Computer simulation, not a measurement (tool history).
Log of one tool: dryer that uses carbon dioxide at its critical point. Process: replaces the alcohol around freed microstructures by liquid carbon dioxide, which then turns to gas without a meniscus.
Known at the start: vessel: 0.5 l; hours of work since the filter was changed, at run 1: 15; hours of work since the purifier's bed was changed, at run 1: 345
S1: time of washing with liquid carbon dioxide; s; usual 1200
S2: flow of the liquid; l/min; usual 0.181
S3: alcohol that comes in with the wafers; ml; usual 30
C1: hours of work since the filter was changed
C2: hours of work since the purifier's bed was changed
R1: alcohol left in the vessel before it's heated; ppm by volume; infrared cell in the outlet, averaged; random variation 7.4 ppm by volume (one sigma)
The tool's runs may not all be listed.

run,day,S1,S2,S3,C1,C2,R1
1,0,1200,0.181,30,15,345,420
2,0.892,1200,0.181,30,26,356,432
3,1.333,1200,0.181,30,31,361,435
4,2.008,1200,0.181,30,39,369,445
5,2.767,900,0.181,30,48,378,1483
6,3.679,1200,0.181,25,59,389,395
7,4.567,1200,0.181,30,69,399,480
8,5.025,1200,0.181,36,75,405,568
9,5.788,1200,0.181,36,84,414,559
10,6.721,1200,0.181,30,95,425,504
11,7.508,1200,0.181,30,104,434,521
12,8.429,1200,0.181,30,115,445,535
13,9.362,1200,0.181,30,126,456,541
14,10.15,1200,0.181,30,135,465,540
15,10.779,1200,0.181,30,143,473,552
16,11.721,1200,0.181,30,154,484,568
17,12.379,1200,0.181,30,162,492,588
18,12.812,1200,0.181,30,167,497,579
19,13.242,1200,0.181,30,172,502,604
20,13.858,1200,0.181,76,179,509,1414
21,14.829,1020,0.185,108,191,521,3792
22,15.575,1440,0.237,71,199,529,162
23,16.429,1440,0.237,71,209,540,165
24,16.917,1260,0.247,73,215,545,263
25,17.338,780,0.225,94,220,550,4639
26,18.142,840,0.174,33,230,560,2977
27,19.075,840,0.174,33,241,571,3097
28,19.483,840,0.115,30,246,576,7567
29,20.033,1020,0.127,23,252,582,3083
30,20.675,1020,0.127,23,260,590,3044
31,21.408,1020,0.127,23,268,598,3110
32,22.029,960,0.225,65,276,606,1616
33,22.779,1140,0.181,22,284,615,703
34,23.542,1140,0.303,49,293,624,174
35,24.412,840,0.181,22,304,634,2041

3 ways to go on from here, each from the tool as it stands after run 35. What would each give?
A,24.896,1200,0.181,31,309,640,?
B,24.896,960,0.238,58,309,640,?
C,24.896,840,0.194,22,309,640,?

run,R1
A,847
B,1211
C,1696
Without the tool's hidden state the same runs would have given:
run,R1
A,391
B,555
C,975
